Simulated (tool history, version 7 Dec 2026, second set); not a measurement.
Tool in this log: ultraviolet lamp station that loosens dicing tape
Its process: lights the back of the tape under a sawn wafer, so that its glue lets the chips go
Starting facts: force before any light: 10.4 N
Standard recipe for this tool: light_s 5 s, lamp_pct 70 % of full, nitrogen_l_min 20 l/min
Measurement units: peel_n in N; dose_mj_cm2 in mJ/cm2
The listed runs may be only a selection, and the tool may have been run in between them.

Run 1, hour 0: usual settings. Result: peel_n 0.637 N, dose_mj_cm2 299 mJ/cm2.
Run 2, hour 19.4: usual settings but lamp_pct 94 % of full. Result: peel_n 0.351 N, dose_mj_cm2 390 mJ/cm2.
Run 3, hour 34.4: usual settings but lamp_pct 94 % of full. Result: peel_n 0.337 N, dose_mj_cm2 395 mJ/cm2.
Run 4, hour 53.8: usual settings but lamp_pct 94 % of full. Result: peel_n 0.346 N, dose_mj_cm2 391 mJ/cm2.
Run 5, hour 68.4: usual settings but lamp_pct 69 % of full. Result: peel_n 0.701 N, dose_mj_cm2 284 mJ/cm2.
Run 6, hour 81.2: usual settings but lamp_pct 69 % of full. Result: peel_n 0.702 N, dose_mj_cm2 288 mJ/cm2.
Run 7, hour 100.9: usual settings but lamp_pct 69 % of full. Result: peel_n 0.686 N, dose_mj_cm2 289 mJ/cm2.
Run 8, hour 121.4: usual settings but lamp_pct 66 % of full. Result: peel_n 0.808 N, dose_mj_cm2 269 mJ/cm2.
Run 9, hour 137.8: usual settings but lamp_pct 66 % of full. Result: peel_n 0.789 N, dose_mj_cm2 269 mJ/cm2.
At hour 139.6: window cleaned of glue's vapour.
Run 10, hour 150.8: usual settings but lamp_pct 66 % of full. Result: peel_n 0.878 N, dose_mj_cm2 259 mJ/cm2.
Run 11, hour 175.5: usual settings. Result: peel_n 0.781 N, dose_mj_cm2 274 mJ/cm2.
Run 12, hour 198.3: usual settings but light_s 2 s, lamp_pct 87 % of full. Result: peel_n 2.688 N, dose_mj_cm2 132 mJ/cm2.
At hour 212.8: window cleaned of glue's vapour, once more.
Run 13, hour 218.3: usual settings but light_s 2 s, lamp_pct 87 % of full. Result: peel_n 2.345 N, dose_mj_cm2 149 mJ/cm2.
Run 14, hour 231.7: usual settings but lamp_pct 68 % of full, nitrogen_l_min 9 l/min. Result: peel_n 1.31 N, dose_mj_cm2 288 mJ/cm2.
Run 15, hour 251.9: usual settings but light_s 7 s, lamp_pct 67 % of full, nitrogen_l_min 8 l/min. Result: peel_n 0.763 N, dose_mj_cm2 400 mJ/cm2.
Run 16, hour 264.6: usual settings but light_s 7 s, lamp_pct 67 % of full, nitrogen_l_min 8 l/min. Result: peel_n 0.746 N, dose_mj_cm2 393 mJ/cm2.
Run 17, hour 279.7: usual settings but lamp_pct 90 % of full, nitrogen_l_min 11 l/min. Result: peel_n 0.639 N, dose_mj_cm2 378 mJ/cm2.
Run 18, hour 298: usual settings but lamp_pct 90 % of full, nitrogen_l_min 11 l/min. Result: peel_n 0.622 N, dose_mj_cm2 372 mJ/cm2.
Run 19, hour 323.5: usual settings but lamp_pct 90 % of full, nitrogen_l_min 11 l/min. Result: peel_n 0.655 N, dose_mj_cm2 374 mJ/cm2.

Forecast each of these 4 alternatives for the next run:
Run A, hour 342.4: usual settings but light_s 9 s, lamp_pct 89 % of full, nitrogen_l_min 33 l/min. Result: peel_n ?, dose_mj_cm2 ?.
Run B, hour 342.4: usual settings but lamp_pct 94 % of full. Result: peel_n ?, dose_mj_cm2 ?.
Run C, hour 342.4: usual settings but lamp_pct 95 % of full, nitrogen_l_min 11 l/min. Result: peel_n ?, dose_mj_cm2 ?.
Run D, hour 342.4: usual settings but light_s 7 s, lamp_pct 90 % of full, nitrogen_l_min 11 l/min. Result: peel_n ?, dose_mj_cm2 ?.

run  peel_n  dose_mj_cm2
  A   0.195          660
  B    0.36          384
  C   0.584          387
  D   0.334          512
Stripped of hidden state, with their random variation kept, the same runs would have yielded:
run  peel_n  dose_mj_cm2
  A   0.192          843
  B   0.239          491
  C   0.345          496
  D   0.239          655
